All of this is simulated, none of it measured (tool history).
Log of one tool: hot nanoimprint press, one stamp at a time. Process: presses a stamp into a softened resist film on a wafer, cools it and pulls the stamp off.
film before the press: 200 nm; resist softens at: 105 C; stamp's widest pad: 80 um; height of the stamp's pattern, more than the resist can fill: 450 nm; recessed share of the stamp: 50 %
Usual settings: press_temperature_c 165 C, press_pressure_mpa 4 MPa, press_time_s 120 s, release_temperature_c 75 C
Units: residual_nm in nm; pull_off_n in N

run,day,press_temperature_c,press_pressure_mpa,press_time_s,release_temperature_c,residual_nm,pull_off_n
1,0,165,4,120,75,103.6,136
2,1.717,165,4,120,75,103.6,138
3,2.975,170,4,120,75,88.7,139
4,5.117,165,2.73,120,75,125,135
5,6.5,165,2.73,65,75,144.7,134
6,8.129,165,2.73,65,75,144.6,132
7,9.396,154,2.73,65,83,178.6,122
# day 10.667: stamp cleaned and given a new release coat
8,10.767,154,5.65,65,64,147.7,161
9,11.883,154,5.65,65,64,148.7,155
10,12.838,154,5.65,65,64,147.7,157

Forecast each of these 5 alternatives for the next run:
A,14.592,175,4,120,75,?,?
B,14.592,159,5.65,124,64,?,?
C,14.592,154,3.01,65,64,?,?
D,14.592,169,5.65,65,63,?,?
E,14.592,165,4,120,67,?,?

run,residual_nm,pull_off_n
A,75.2,136
B,107.2,153
C,172.4,156
D,92.8,157
E,103.4,155
Without the tool's hidden state the same runs would have given:
run,residual_nm,pull_off_n
A,75,136
B,106.8,153
C,172.2,155
D,92.6,156
E,103.1,154

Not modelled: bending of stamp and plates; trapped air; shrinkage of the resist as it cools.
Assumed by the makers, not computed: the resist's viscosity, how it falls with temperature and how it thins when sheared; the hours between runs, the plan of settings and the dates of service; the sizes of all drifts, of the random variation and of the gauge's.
